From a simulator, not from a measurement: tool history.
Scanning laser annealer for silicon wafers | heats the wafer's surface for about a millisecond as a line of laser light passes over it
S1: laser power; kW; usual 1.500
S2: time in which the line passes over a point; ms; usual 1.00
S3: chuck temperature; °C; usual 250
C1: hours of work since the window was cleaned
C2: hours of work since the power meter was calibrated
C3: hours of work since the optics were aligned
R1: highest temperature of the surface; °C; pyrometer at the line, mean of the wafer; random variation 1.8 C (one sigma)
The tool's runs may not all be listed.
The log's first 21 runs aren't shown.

run    hour     S1    S2   S3   C1   C2   C3    R1
 22   922.5  1.292  0.89  223  110  145  423   841
      930.6  -- laser's power meter calibrated, once more
 23   952.8  1.484  1.22  271  123   11  436  1138
 24  1001.9  1.484  1.22  271  147   35  460  1137
 25  1062.3  1.484  0.76  214  176   64  490   887
 26  1120.1  1.500  1.14  221  204   92  518  1056
 27  1158.0  1.635  1.14  273  223  110  536  1190
 28  1223.0  1.635  1.14  273  254  142  568  1189
 29  1283.3  1.635  0.84  273  284  171  597  1051
 30  1319.1  1.500  0.98  250  301  189  614  1012

Forecast run 31:
     1338.1  -- window over the wafer cleaned
 31  1356.6  1.500  1.00  265   9  206  632   ?

{"run 31": {"R1": 1060}}
Without the tool's hidden state the same run would have given R1 1068 °C.
